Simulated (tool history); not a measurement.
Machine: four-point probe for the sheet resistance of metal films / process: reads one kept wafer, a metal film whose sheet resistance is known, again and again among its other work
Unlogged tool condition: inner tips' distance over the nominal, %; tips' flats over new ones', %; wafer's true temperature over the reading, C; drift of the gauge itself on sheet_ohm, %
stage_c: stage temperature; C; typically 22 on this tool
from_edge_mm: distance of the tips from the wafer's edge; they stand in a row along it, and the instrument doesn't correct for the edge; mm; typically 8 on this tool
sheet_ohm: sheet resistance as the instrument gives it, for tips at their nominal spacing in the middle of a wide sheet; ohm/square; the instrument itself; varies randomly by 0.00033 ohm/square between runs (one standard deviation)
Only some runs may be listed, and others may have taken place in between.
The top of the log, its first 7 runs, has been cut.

run	hour	stage_c	from_edge_mm	touches since the probe head was changed	hours of work since the stage's thermometer was calibrated	sheet_ohm
8	87.1	19	8	4503	1222	1.647508
9	97.7	19	8	4668	1230	1.647903
10	113.9	22	6	4921	1242	1.663608
11	128.3	26	8	5144	1253	1.645766
12	142.4	26	8	5364	1264	1.645758
13	150.8	26	8	5494	1270	1.645577
14	161.9	31	8	5667	1278	1.643305
15	175.9	22	3	5885	1289	1.766923
# hour 177.6: stage's thermometer calibrated
16	184.3	22	3	6008	5	1.765916
17	198.7	22	3	6231	16	1.765401
18	215.5	22	8	6493	29	1.645132
# hour 219.0: stage's thermometer calibrated, once more
19	231.6	22	8	6736	10	1.648170
20	248.3	19	57	6995	22	1.627895
21	259.9	24	37	7176	31	1.627032

Expected results for the next run?
22	273.7	22	7	7391	41	?

For run 22 the tool returned sheet_ohm 1.654909 ohm/square.
With no hidden state in the tool, this same run would have given sheet_ohm 1.650023 ohm/square.
